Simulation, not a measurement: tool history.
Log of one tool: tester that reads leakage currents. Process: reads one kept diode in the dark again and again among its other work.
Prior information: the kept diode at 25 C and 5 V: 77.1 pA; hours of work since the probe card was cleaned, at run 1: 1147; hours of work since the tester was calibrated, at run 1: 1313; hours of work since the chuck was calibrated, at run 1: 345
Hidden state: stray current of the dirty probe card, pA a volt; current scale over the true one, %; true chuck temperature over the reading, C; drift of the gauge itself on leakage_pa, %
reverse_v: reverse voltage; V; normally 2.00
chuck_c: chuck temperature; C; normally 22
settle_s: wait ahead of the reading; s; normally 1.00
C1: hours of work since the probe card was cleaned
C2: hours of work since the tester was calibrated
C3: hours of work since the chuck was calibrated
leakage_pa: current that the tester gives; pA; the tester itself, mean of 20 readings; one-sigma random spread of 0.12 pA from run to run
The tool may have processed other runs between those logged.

{"run": 1, "day": 0.0, "reverse_v": 2.0, "chuck_c": 22, "settle_s": 1.0, "C1": 1147, "C2": 1313, "C3": 345, "leakage_pa": 34.93}
{"run": 2, "day": 1.438, "reverse_v": 2.0, "chuck_c": 22, "settle_s": 1.0, "C1": 1166, "C2": 1331, "C3": 363, "leakage_pa": 34.89}
{"run": 3, "day": 3.188, "reverse_v": 2.0, "chuck_c": 42, "settle_s": 1.0, "C1": 1189, "C2": 1354, "C3": 386, "leakage_pa": 209.8}
{"run": 4, "day": 5.458, "reverse_v": 2.0, "chuck_c": 22, "settle_s": 0.36, "C1": 1218, "C2": 1383, "C3": 415, "leakage_pa": 35.4}
{"run": 5, "day": 7.238, "reverse_v": 2.0, "chuck_c": 22, "settle_s": 0.36, "C1": 1241, "C2": 1406, "C3": 438, "leakage_pa": 35.36}
{"run": 6, "day": 8.412, "reverse_v": 1.2, "chuck_c": 22, "settle_s": 1.0, "C1": 1256, "C2": 1422, "C3": 454, "leakage_pa": 25.97}
{"run": 7, "day": 10.104, "reverse_v": 1.2, "chuck_c": 22, "settle_s": 1.0, "C1": 1278, "C2": 1444, "C3": 475, "leakage_pa": 25.87}
{"run": 8, "day": 12.55, "reverse_v": 1.2, "chuck_c": 22, "settle_s": 1.0, "C1": 1310, "C2": 1475, "C3": 507, "leakage_pa": 25.68}
{"run": 9, "day": 14.046, "reverse_v": 1.2, "chuck_c": 25, "settle_s": 1.0, "C1": 1329, "C2": 1495, "C3": 526, "leakage_pa": 34.16}
{"run": 10, "day": 16.0, "reverse_v": 1.2, "chuck_c": 23, "settle_s": 1.0, "C1": 1355, "C2": 1520, "C3": 552, "leakage_pa": 28.3}
{"run": 11, "day": 17.504, "reverse_v": 1.2, "chuck_c": 23, "settle_s": 1.0, "C1": 1374, "C2": 1539, "C3": 571, "leakage_pa": 28.23}
{"run": 12, "day": 20.021, "reverse_v": 2.0, "chuck_c": 22, "settle_s": 1.0, "C1": 1407, "C2": 1572, "C3": 604, "leakage_pa": 34.26}
{"run": 13, "day": 22.058, "reverse_v": 16.97, "chuck_c": 48, "settle_s": 2.58, "C1": 1433, "C2": 1598, "C3": 630, "leakage_pa": 1118.88}
{"run": 14, "day": 24.321, "reverse_v": 3.68, "chuck_c": 48, "settle_s": 1.02, "C1": 1462, "C2": 1628, "C3": 660, "leakage_pa": 474.63}
{"run": 15, "day": 26.471, "reverse_v": 7.85, "chuck_c": 59, "settle_s": 8.37, "C1": 1490, "C2": 1656, "C3": 687, "leakage_pa": 1737.41}
{"run": 16, "day": 28.304, "reverse_v": 2.0, "chuck_c": 23, "settle_s": 0.72, "C1": 1514, "C2": 1679, "C3": 711, "leakage_pa": 37.49}
{"run": 17, "day": 29.5, "reverse_v": 11.22, "chuck_c": 33, "settle_s": 0.83, "C1": 1530, "C2": 1695, "C3": 727, "leakage_pa": 248.47}
{"run": 18, "day": 30.967, "reverse_v": 11.22, "chuck_c": 32, "settle_s": 0.83, "C1": 1548, "C2": 1714, "C3": 746, "leakage_pa": 228.11}
{"run": 19, "day": 33.433, "reverse_v": 2.84, "chuck_c": 22, "settle_s": 8.94, "C1": 1580, "C2": 1746, "C3": 778, "leakage_pa": 41.61}
{"run": 20, "day": 34.95, "reverse_v": 6.65, "chuck_c": 34, "settle_s": 0.6, "C1": 1600, "C2": 1765, "C3": 797, "leakage_pa": 200.98}
{"run": 21, "day": 36.742, "reverse_v": 6.65, "chuck_c": 34, "settle_s": 0.6, "C1": 1623, "C2": 1789, "C3": 820, "leakage_pa": 199.7}
{"run": 22, "day": 39.317, "reverse_v": 6.65, "chuck_c": 34, "settle_s": 0.6, "C1": 1657, "C2": 1822, "C3": 854, "leakage_pa": 200.21}
{"run": 23, "day": 40.417, "reverse_v": 5.19, "chuck_c": 34, "settle_s": 0.98, "C1": 1671, "C2": 1836, "C3": 868, "leakage_pa": 172.1}

3 options for the next run, each taken on its own from the tool as it stands now. Forecast them:
{"run": "A", "day": 43.008, "reverse_v": 2.0, "chuck_c": 20, "settle_s": 1.0, "C1": 1704, "C2": 1870, "C3": 902, "leakage_pa": "?"}
{"run": "B", "day": 43.008, "reverse_v": 9.69, "chuck_c": 34, "settle_s": 0.98, "C1": 1704, "C2": 1870, "C3": 902, "leakage_pa": "?"}
{"run": "C", "day": 43.008, "reverse_v": 18.15, "chuck_c": 22, "settle_s": 0.56, "C1": 1704, "C2": 1870, "C3": 902, "leakage_pa": "?"}

run=A leakage_pa=28.13
run=B leakage_pa=246.14
run=C leakage_pa=129.67
Had the tool no hidden state, the same runs would have come out as:
run=A leakage_pa=28.80
run=B leakage_pa=258.49
run=C leakage_pa=122.49
